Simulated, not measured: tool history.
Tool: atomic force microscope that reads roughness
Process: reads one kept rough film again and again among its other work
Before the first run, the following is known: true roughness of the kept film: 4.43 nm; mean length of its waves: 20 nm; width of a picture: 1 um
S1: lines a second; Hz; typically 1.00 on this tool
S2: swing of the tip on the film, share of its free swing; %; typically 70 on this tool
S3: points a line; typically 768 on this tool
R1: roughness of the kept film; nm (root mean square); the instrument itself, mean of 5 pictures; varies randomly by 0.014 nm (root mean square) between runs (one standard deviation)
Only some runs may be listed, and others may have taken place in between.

run 1 day=0.000 | S1=1.00 S2=70 S3=768 | R1=2.865
run 2 day=0.183 | S1=1.00 S2=72 S3=768 | R1=2.817
run 3 day=0.346 | S1=1.00 S2=70 S3=768 | R1=2.795
run 4 day=0.558 | S1=1.00 S2=70 S3=768 | R1=2.690
run 5 day=0.838 | S1=1.00 S2=70 S3=768 | R1=2.618
run 6 day=1.150 | S1=1.00 S2=70 S3=768 | R1=2.547
-- day=1.346 new tip fitted
run 7 day=1.438 | S1=1.00 S2=70 S3=768 | R1=3.444
run 8 day=1.592 | S1=1.00 S2=56 S3=768 | R1=3.433
run 9 day=1.950 | S1=1.00 S2=56 S3=768 | R1=3.287
run 10 day=2.317 | S1=1.00 S2=56 S3=768 | R1=3.139
run 11 day=2.517 | S1=2.54 S2=70 S3=768 | R1=2.780
run 12 day=2.725 | S1=2.54 S2=70 S3=768 | R1=2.724
run 13 day=2.954 | S1=1.06 S2=70 S3=768 | R1=2.812
run 14 day=3.146 | S1=1.06 S2=70 S3=768 | R1=2.756
run 15 day=3.304 | S1=1.06 S2=70 S3=768 | R1=2.694
run 16 day=3.658 | S1=1.06 S2=70 S3=910 | R1=2.595
run 17 day=3.879 | S1=1.06 S2=70 S3=910 | R1=2.546
run 18 day=4.167 | S1=1.06 S2=70 S3=910 | R1=2.458
-- day=4.321 new tip fitted
run 19 day=4.467 | S1=1.06 S2=70 S3=910 | R1=3.394
run 20 day=4.788 | S1=1.00 S2=70 S3=524 | R1=3.230
run 21 day=4.983 | S1=1.00 S2=70 S3=768 | R1=3.189
run 22 day=5.150 | S1=2.74 S2=70 S3=271 | R1=2.814
run 23 day=5.333 | S1=2.74 S2=70 S3=271 | R1=2.775
-- day=5.392 height scale calibrated on a step standard
run 24 day=5.683 | S1=2.74 S2=70 S3=271 | R1=2.652
run 25 day=5.933 | S1=1.20 S2=70 S3=312 | R1=2.737
run 26 day=6.112 | S1=1.20 S2=70 S3=312 | R1=2.682
-- day=6.242 height scale calibrated on a step standard, once more
run 27 day=6.412 | S1=1.97 S2=58 S3=768 | R1=2.695
run 28 day=6.642 | S1=0.59 S2=58 S3=449 | R1=2.668
run 29 day=6.892 | S1=2.18 S2=76 S3=293 | R1=2.298
run 30 day=7.117 | S1=2.18 S2=76 S3=293 | R1=2.247
-- day=7.379 new tip fitted
run 31 day=7.438 | S1=1.75 S2=59 S3=265 | R1=3.364
run 32 day=7.600 | S1=0.59 S2=66 S3=768 | R1=3.448
run 33 day=7.892 | S1=2.47 S2=62 S3=371 | R1=3.096
run 34 day=8.112 | S1=2.47 S2=59 S3=371 | R1=3.057
run 35 day=8.408 | S1=2.47 S2=59 S3=1003 | R1=2.995
run 36 day=8.671 | S1=2.47 S2=59 S3=1003 | R1=2.916
run 37 day=9.000 | S1=2.47 S2=59 S3=1003 | R1=2.774
run 38 day=9.367 | S1=1.00 S2=80 S3=729 | R1=2.638
run 39 day=9.625 | S1=1.00 S2=85 S3=768 | R1=2.519
run 40 day=9.850 | S1=0.58 S2=57 S3=502 | R1=2.612
run 41 day=10.025 | S1=1.72 S2=70 S3=768 | R1=2.435
run 42 day=10.300 | S1=1.97 S2=76 S3=539 | R1=2.281

Each row is a separate what-if for the run after 42, all from the same tool condition, not one after another. Results?
-- day=10.350 new tip fitted
run A day=10.583 | S1=0.96 S2=76 S3=539 | R1=?
-- day=10.350 new tip fitted
run B day=10.583 | S1=1.00 S2=65 S3=598 | R1=?
-- day=10.350 new tip fitted
run C day=10.583 | S1=0.99 S2=68 S3=539 | R1=?
-- day=10.350 new tip fitted
run D day=10.583 | S1=0.57 S2=87 S3=409 | R1=?

run=A R1=3.266
run=B R1=3.368
run=C R1=3.350
run=D R1=3.232
Take away the tool's hidden state, keep each run's random variation, and the runs would have read:
run=A R1=3.406
run=B R1=3.512
run=C R1=3.492
run=D R1=3.369

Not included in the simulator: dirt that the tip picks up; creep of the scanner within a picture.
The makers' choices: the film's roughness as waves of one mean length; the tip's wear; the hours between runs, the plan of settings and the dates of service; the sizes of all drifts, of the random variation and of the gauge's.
